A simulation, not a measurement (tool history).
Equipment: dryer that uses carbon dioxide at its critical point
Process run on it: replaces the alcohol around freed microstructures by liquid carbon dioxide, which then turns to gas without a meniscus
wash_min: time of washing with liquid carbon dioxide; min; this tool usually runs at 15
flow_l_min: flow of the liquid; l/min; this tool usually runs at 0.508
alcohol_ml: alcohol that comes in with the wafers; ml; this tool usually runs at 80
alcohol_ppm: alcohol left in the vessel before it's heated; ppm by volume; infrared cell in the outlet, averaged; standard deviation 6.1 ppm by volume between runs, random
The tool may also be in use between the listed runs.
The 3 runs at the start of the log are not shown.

run,hour,wash_min,flow_l_min,alcohol_ml,alcohol_ppm
4,156.6,15,0.508,80,542
5,202.5,15,0.508,80,580
6,245.1,15,0.508,80,574
# hour 258.7: inlet filter changed
7,278.8,15,0.508,80,329
8,319.3,15,0.508,80,338
9,352.9,15,0.508,80,326
10,407.6,15,0.353,80,1734
11,438.2,13,0.353,80,2888
12,486.4,13,0.353,80,2890
13,515.7,13,0.477,80,885
14,567.2,13,0.477,80,880
15,611.3,16,0.477,80,384
16,643.2,16,0.477,80,377
17,691.4,16,0.477,80,392
18,722,16,0.477,80,393
# hour 755.1: purifier's bed changed
19,785,15,0.508,80,300
20,836.3,15,0.508,80,310
21,883.1,15,0.508,27,117
22,912.7,15,0.508,27,112
23,979,15,0.508,27,134
24,1014.9,15,0.508,27,123
25,1075.5,12,0.508,41,516
26,1105.5,19,0.714,22,17
27,1168.4,9,0.508,80,3053

Forecast run 28:
28,1224.4,9,0.508,80,?

Run 28 yielded alcohol_ppm 3122 ppm by volume.
If the tool had no hidden condition, the same run with the same run-to-run variation would have returned alcohol_ppm 2368 ppm by volume.
